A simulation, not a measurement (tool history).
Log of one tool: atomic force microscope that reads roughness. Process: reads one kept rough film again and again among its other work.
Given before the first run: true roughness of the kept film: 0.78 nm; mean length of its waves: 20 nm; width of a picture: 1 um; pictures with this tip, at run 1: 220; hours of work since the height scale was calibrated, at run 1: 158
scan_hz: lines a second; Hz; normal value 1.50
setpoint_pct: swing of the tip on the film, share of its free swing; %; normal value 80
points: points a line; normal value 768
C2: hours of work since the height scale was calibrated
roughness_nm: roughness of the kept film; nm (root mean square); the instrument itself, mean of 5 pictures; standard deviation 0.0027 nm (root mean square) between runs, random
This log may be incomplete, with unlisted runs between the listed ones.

run 1 hour=0.0 | scan_hz=1.50 setpoint_pct=80 points=768 | pictures_with_this_tip=220 C2=158 | roughness_nm=0.632
run 2 hour=6.5 | scan_hz=1.50 setpoint_pct=80 points=768 | pictures_with_this_tip=227 C2=162 | roughness_nm=0.637
run 3 hour=16.5 | scan_hz=1.50 setpoint_pct=80 points=768 | pictures_with_this_tip=239 C2=166 | roughness_nm=0.633
run 4 hour=32.0 | scan_hz=1.50 setpoint_pct=80 points=768 | pictures_with_this_tip=256 C2=174 | roughness_nm=0.633
run 5 hour=45.3 | scan_hz=1.50 setpoint_pct=80 points=768 | pictures_with_this_tip=271 C2=180 | roughness_nm=0.634
run 6 hour=60.8 | scan_hz=0.55 setpoint_pct=80 points=768 | pictures_with_this_tip=289 C2=188 | roughness_nm=0.670
run 7 hour=75.1 | scan_hz=0.55 setpoint_pct=80 points=768 | pictures_with_this_tip=305 C2=195 | roughness_nm=0.666
-- hour=81.8 new tip fitted
run 8 hour=87.8 | scan_hz=1.50 setpoint_pct=68 points=768 | pictures_with_this_tip=6 C2=200 | roughness_nm=0.706
run 9 hour=98.0 | scan_hz=1.50 setpoint_pct=58 points=768 | pictures_with_this_tip=18 C2=205 | roughness_nm=0.721
run 10 hour=107.6 | scan_hz=1.50 setpoint_pct=58 points=425 | pictures_with_this_tip=29 C2=210 | roughness_nm=0.712
run 11 hour=122.9 | scan_hz=1.50 setpoint_pct=58 points=425 | pictures_with_this_tip=46 C2=217 | roughness_nm=0.714
run 12 hour=136.5 | scan_hz=1.50 setpoint_pct=80 points=768 | pictures_with_this_tip=61 C2=224 | roughness_nm=0.662
run 13 hour=149.1 | scan_hz=1.50 setpoint_pct=80 points=768 | pictures_with_this_tip=75 C2=230 | roughness_nm=0.665
run 14 hour=159.2 | scan_hz=2.50 setpoint_pct=65 points=768 | pictures_with_this_tip=87 C2=235 | roughness_nm=0.676
run 15 hour=173.8 | scan_hz=1.35 setpoint_pct=86 points=552 | pictures_with_this_tip=103 C2=242 | roughness_nm=0.643
run 16 hour=189.6 | scan_hz=2.08 setpoint_pct=80 points=764 | pictures_with_this_tip=121 C2=249 | roughness_nm=0.632
run 17 hour=197.5 | scan_hz=0.88 setpoint_pct=69 points=460 | pictures_with_this_tip=130 C2=253 | roughness_nm=0.692
run 18 hour=207.9 | scan_hz=2.14 setpoint_pct=80 points=768 | pictures_with_this_tip=142 C2=258 | roughness_nm=0.627
run 19 hour=214.8 | scan_hz=2.14 setpoint_pct=87 points=768 | pictures_with_this_tip=149 C2=261 | roughness_nm=0.596
run 20 hour=230.1 | scan_hz=1.39 setpoint_pct=80 points=415 | pictures_with_this_tip=166 C2=269 | roughness_nm=0.643
run 21 hour=239.5 | scan_hz=1.39 setpoint_pct=80 points=415 | pictures_with_this_tip=177 C2=273 | roughness_nm=0.644
run 22 hour=248.1 | scan_hz=1.83 setpoint_pct=56 points=415 | pictures_with_this_tip=187 C2=277 | roughness_nm=0.682
run 23 hour=256.9 | scan_hz=1.50 setpoint_pct=84 points=911 | pictures_with_this_tip=197 C2=282 | roughness_nm=0.630
run 24 hour=267.1 | scan_hz=1.50 setpoint_pct=84 points=911 | pictures_with_this_tip=208 C2=286 | roughness_nm=0.625
run 25 hour=279.9 | scan_hz=0.78 setpoint_pct=72 points=338 | pictures_with_this_tip=223 C2=293 | roughness_nm=0.668
run 26 hour=295.4 | scan_hz=1.00 setpoint_pct=83 points=684 | pictures_with_this_tip=240 C2=300 | roughness_nm=0.649

Alternative continuations, all from the tool just after run 26; predict every row:
run A hour=307.4 | scan_hz=0.50 setpoint_pct=83 points=383 | pictures_with_this_tip=254 C2=306 | roughness_nm=?
run B hour=307.4 | scan_hz=1.50 setpoint_pct=80 points=387 | pictures_with_this_tip=254 C2=306 | roughness_nm=?
run C hour=307.4 | scan_hz=1.00 setpoint_pct=83 points=688 | pictures_with_this_tip=254 C2=306 | roughness_nm=?
run D hour=307.4 | scan_hz=0.67 setpoint_pct=80 points=525 | pictures_with_this_tip=254 C2=306 | roughness_nm=?
run E hour=307.4 | scan_hz=3.95 setpoint_pct=80 points=768 | pictures_with_this_tip=254 C2=306 | roughness_nm=?

run=A roughness_nm=0.666
run=B roughness_nm=0.625
run=C roughness_nm=0.649
run=D roughness_nm=0.670
run=E roughness_nm=0.547
With the hidden condition removed and each run's random variation left untouched, the same runs would have given:
run=A roughness_nm=0.708
run=B roughness_nm=0.664
run=C roughness_nm=0.689
run=D roughness_nm=0.711
run=E roughness_nm=0.581
